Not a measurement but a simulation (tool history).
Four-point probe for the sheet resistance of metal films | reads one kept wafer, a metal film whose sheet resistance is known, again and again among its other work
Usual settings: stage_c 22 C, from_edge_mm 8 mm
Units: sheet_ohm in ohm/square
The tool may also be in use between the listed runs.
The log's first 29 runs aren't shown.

run,day,stage_c,from_edge_mm,sheet_ohm
30,26.371,20,3,1.210865
31,27.162,25,5,1.187616
32,28.167,28,41,1.174243
33,28.917,28,41,1.173939
34,29.696,34,7,1.17303
35,30.229,34,7,1.17309
36,30.946,34,7,1.172664
37,31.883,27,17,1.176043
38,32.417,27,3,1.202411
39,33.425,21,11,1.183393
40,34.212,33,8,1.172512
41,34.796,21,68,1.181692
42,35.817,24,68,1.178469
43,36.929,23,68,1.179657

5 ways to go on from here, each from the tool as it stands after run 43. What would each give?
A,37.488,24,67,?
B,37.488,28,14,?
C,37.488,31,8,?
D,37.488,20,8,?
E,37.488,28,37,?

run,sheet_ohm
A,1.178226
B,1.175151
C,1.174216
D,1.186693
E,1.174307
Without the tool's hidden state the same runs would have given:
run,sheet_ohm
A,1.175229
B,1.172168
C,1.171241
D,1.183668
E,1.171326

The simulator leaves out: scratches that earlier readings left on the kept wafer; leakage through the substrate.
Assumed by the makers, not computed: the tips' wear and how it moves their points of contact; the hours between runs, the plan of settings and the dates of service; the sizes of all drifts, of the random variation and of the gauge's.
